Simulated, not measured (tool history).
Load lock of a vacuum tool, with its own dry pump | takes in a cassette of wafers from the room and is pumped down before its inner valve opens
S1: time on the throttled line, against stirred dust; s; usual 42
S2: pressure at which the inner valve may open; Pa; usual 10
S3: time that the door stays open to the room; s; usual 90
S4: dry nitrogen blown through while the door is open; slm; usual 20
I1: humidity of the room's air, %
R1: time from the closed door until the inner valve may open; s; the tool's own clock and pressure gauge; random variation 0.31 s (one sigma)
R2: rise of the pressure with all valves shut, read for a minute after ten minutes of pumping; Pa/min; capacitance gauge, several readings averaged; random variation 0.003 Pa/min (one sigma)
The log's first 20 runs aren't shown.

run,hour,S1,S2,S3,S4,I1,R1,R2
21,7380.3,45,10,26,20,48.4,64.4,0.273
22,7745.4,45,10,26,20,46.5,64.5,0.291
23,8222.4,45,11,126,20,47.7,64.4,0.332
24,8734.4,28,10,198,20,45.9,51.1,0.380
25,8962.3,28,10,198,20,42.2,51.1,0.385
26,9185.4,44,10,198,15,41.0,64.7,0.399
# hour 9237.3: door's seal changed, seat wiped
27,9683.5,44,10,47,8,44.1,64.5,0.048
28,10092.7,42,13,90,20,48.7,61.4,0.057
29,10480.9,42,13,90,20,46.4,62.0,0.060
30,10800.1,42,13,90,20,46.8,62.1,0.074
31,11202.0,21,13,211,6,44.3,45.1,0.119
32,11606.3,64,10,90,20,38.9,81.6,0.088

The next listed run, before its measurement:
33,12141.8,48,9,49,10,39.7,?,?

{"run 33": {"R1": 69.3, "R2": 0.09}}
Without the tool's hidden state the same run would have given R1 67.0 s, R2 0.042 Pa/min.
